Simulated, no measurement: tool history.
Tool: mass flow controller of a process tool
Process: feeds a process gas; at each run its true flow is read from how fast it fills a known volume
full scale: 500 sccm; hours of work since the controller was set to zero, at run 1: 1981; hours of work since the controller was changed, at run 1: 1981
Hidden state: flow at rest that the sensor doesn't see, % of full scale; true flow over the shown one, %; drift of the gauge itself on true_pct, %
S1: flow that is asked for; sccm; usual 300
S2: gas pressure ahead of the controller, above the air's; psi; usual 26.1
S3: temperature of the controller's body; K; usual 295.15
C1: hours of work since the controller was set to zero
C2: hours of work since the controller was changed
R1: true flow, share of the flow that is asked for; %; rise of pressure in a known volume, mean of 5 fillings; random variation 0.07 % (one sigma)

{"run": 1, "hour": 0.0, "S1": 300, "S2": 26.1, "S3": 295.15, "C1": 1981, "C2": 1981, "R1": 98.64}
{"run": 2, "hour": 58.0, "S1": 300, "S2": 26.1, "S3": 295.15, "C1": 2007, "C2": 2007, "R1": 98.49}
{"run": 3, "hour": 187.2, "S1": 300, "S2": 26.1, "S3": 295.15, "C1": 2066, "C2": 2066, "R1": 98.56}
{"run": 4, "hour": 307.4, "S1": 300, "S2": 26.1, "S3": 295.15, "C1": 2120, "C2": 2120, "R1": 98.54}
{"run": 5, "hour": 427.4, "S1": 300, "S2": 26.1, "S3": 295.15, "C1": 2175, "C2": 2175, "R1": 98.4}
{"run": 6, "hour": 522.8, "S1": 300, "S2": 26.1, "S3": 295.15, "C1": 2218, "C2": 2218, "R1": 98.42}
{"run": 7, "hour": 655.9, "S1": 300, "S2": 21.2, "S3": 295.15, "C1": 2279, "C2": 2279, "R1": 98.3}
{"run": 8, "hour": 763.6, "S1": 300, "S2": 26.1, "S3": 295.15, "C1": 2328, "C2": 2328, "R1": 98.16}
{"run": 9, "hour": 864.8, "S1": 300, "S2": 26.1, "S3": 295.15, "C1": 2374, "C2": 2374, "R1": 98.13}
{"run": 10, "hour": 986.7, "S1": 300, "S2": 26.1, "S3": 295.15, "C1": 2429, "C2": 2429, "R1": 98.1}
{"run": 11, "hour": 1098.8, "S1": 300, "S2": 26.1, "S3": 295.15, "C1": 2480, "C2": 2480, "R1": 97.92}
{"run": 12, "hour": 1220.3, "S1": 300, "S2": 26.1, "S3": 295.15, "C1": 2535, "C2": 2535, "R1": 97.77}
{"run": 13, "hour": 1282.9, "S1": 308, "S2": 22.3, "S3": 296.15, "C1": 2564, "C2": 2564, "R1": 98.18}
{"run": 14, "hour": 1393.0, "S1": 308, "S2": 22.3, "S3": 296.15, "C1": 2614, "C2": 2614, "R1": 97.89}
{"run": 15, "hour": 1513.8, "S1": 300, "S2": 27.4, "S3": 302.15, "C1": 2668, "C2": 2668, "R1": 98.18}
{"run": 16, "hour": 1588.7, "S1": 300, "S2": 27.4, "S3": 302.15, "C1": 2702, "C2": 2702, "R1": 97.97}
{"run": 17, "hour": 1704.8, "S1": 300, "S2": 26.7, "S3": 295.15, "C1": 2755, "C2": 2755, "R1": 97.7}
{"run": 18, "hour": 1802.0, "S1": 300, "S2": 26.7, "S3": 295.15, "C1": 2799, "C2": 2799, "R1": 97.72}
{"run": 19, "hour": 1866.5, "S1": 265, "S2": 21.8, "S3": 295.15, "C1": 2829, "C2": 2829, "R1": 97.41}
{"run": 20, "hour": 1979.8, "S1": 265, "S2": 32.6, "S3": 303.15, "C1": 2880, "C2": 2880, "R1": 97.55}
{"run": 21, "hour": 2101.1, "S1": 265, "S2": 32.6, "S3": 303.15, "C1": 2935, "C2": 2935, "R1": 97.58}
{"run": 22, "hour": 2206.9, "S1": 451, "S2": 25.2, "S3": 309.15, "C1": 2983, "C2": 2983, "R1": 98.99}
{"run": 23, "hour": 2283.1, "S1": 451, "S2": 21.5, "S3": 296.15, "C1": 3018, "C2": 3018, "R1": 98.36}

Forecast each of these 3 alternatives for the next run:
{"run": "A", "hour": 2380.7, "S1": 451, "S2": 26.8, "S3": 307.15, "C1": 3062, "C2": 3062, "R1": "?"}
{"run": "B", "hour": 2380.7, "S1": 221, "S2": 34.1, "S3": 294.15, "C1": 3062, "C2": 3062, "R1": "?"}
{"run": "C", "hour": 2380.7, "S1": 300, "S2": 26.1, "S3": 297.15, "C1": 3062, "C2": 3062, "R1": "?"}

run=A R1=98.76
run=B R1=96.79
run=C R1=97.35
Without the tool's hidden state the same runs would have given:
run=A R1=100.13
run=B R1=98.13
run=C R1=98.69

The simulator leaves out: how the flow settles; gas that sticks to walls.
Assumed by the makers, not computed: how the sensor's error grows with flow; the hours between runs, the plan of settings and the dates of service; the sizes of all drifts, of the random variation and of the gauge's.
